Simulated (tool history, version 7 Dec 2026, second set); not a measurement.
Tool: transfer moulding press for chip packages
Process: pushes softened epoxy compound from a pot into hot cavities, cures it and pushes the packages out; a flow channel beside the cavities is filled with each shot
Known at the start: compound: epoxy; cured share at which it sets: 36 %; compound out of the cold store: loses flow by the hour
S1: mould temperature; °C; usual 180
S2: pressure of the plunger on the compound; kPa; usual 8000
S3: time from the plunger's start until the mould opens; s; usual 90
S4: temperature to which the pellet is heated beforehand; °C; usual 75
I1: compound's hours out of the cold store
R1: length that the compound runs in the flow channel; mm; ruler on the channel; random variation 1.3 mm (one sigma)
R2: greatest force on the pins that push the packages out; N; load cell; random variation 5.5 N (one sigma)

run 1 hour=0.0 | S1=180 S2=8000 S3=90 S4=75 | I1=19.5 | R1=733 R2=195
-- hour=15.4 cavities cleaned with cleaning compound and waxed
run 2 hour=44.9 | S1=180 S2=8000 S3=90 S4=75 | I1=34.7 | R1=706 R2=188
-- hour=55.2 plunger's sealing rings changed
-- hour=87.6 cavities cleaned with cleaning compound and waxed
run 3 hour=103.8 | S1=180 S2=8000 S3=90 S4=75 | I1=19.1 | R1=737 R2=203
run 4 hour=141.9 | S1=180 S2=8000 S3=90 S4=75 | I1=43.7 | R1=690 R2=191
-- hour=159.7 cavities cleaned with cleaning compound and waxed
run 5 hour=171.5 | S1=180 S2=8000 S3=90 S4=75 | I1=34.3 | R1=707 R2=184
run 6 hour=214.9 | S1=180 S2=8000 S3=90 S4=75 | I1=44.6 | R1=689 R2=191
-- hour=231.6 cavities cleaned with cleaning compound and waxed
-- hour=269.2 plunger's sealing rings changed
run 7 hour=277.1 | S1=180 S2=8000 S3=90 S4=75 | I1=38.4 | R1=699 R2=196
-- hour=303.2 cavities cleaned with cleaning compound and waxed
run 8 hour=311.2 | S1=180 S2=8000 S3=86 S4=75 | I1=36.3 | R1=703 R2=209
-- hour=335.6 mould's thermocouples calibrated
run 9 hour=358.7 | S1=180 S2=8000 S3=86 S4=75 | I1=37.0 | R1=703 R2=205
-- hour=376.6 cavities cleaned with cleaning compound and waxed
run 10 hour=393.4 | S1=180 S2=8000 S3=86 S4=75 | I1=13.4 | R1=746 R2=207
run 11 hour=419.6 | S1=180 S2=8000 S3=90 S4=75 | I1=23.0 | R1=726 R2=188
-- hour=446.2 cavities cleaned with cleaning compound and waxed
run 12 hour=467.7 | S1=180 S2=8000 S3=90 S4=75 | I1=39.4 | R1=699 R2=192
-- hour=486.6 plunger's sealing rings changed
run 13 hour=499.3 | S1=180 S2=8000 S3=90 S4=75 | I1=15.3 | R1=741 R2=191
-- hour=519.9 cavities cleaned with cleaning compound and waxed
run 14 hour=529.4 | S1=180 S2=8000 S3=90 S4=75 | I1=41.6 | R1=693 R2=192
run 15 hour=584.2 | S1=179 S2=6230 S3=90 S4=70 | I1=12.3 | R1=663 R2=200
-- hour=591.0 cavities cleaned with cleaning compound and waxed
run 16 hour=635.0 | S1=179 S2=6230 S3=90 S4=70 | I1=21.6 | R1=645 R2=209
-- hour=662.1 cavities cleaned with cleaning compound and waxed
run 17 hour=672.7 | S1=179 S2=6230 S3=90 S4=70 | I1=22.8 | R1=647 R2=191
-- hour=699.5 plunger's sealing rings changed
run 18 hour=716.3 | S1=180 S2=6520 S3=90 S4=77 | I1=19.7 | R1=662 R2=191
-- hour=733.6 cavities cleaned with cleaning compound and waxed
run 19 hour=768.5 | S1=180 S2=7960 S3=90 S4=75 | I1=10.3 | R1=750 R2=189

The next listed run, before its measurement:
run 20 hour=798.9 | S1=180 S2=7960 S3=90 S4=75 | I1=16.1 | R1=? R2=?

Run 20 gave R1 739 mm, R2 186 N.
Without the tool's hidden state the same run would have given R1 739 mm, R2 183 N.
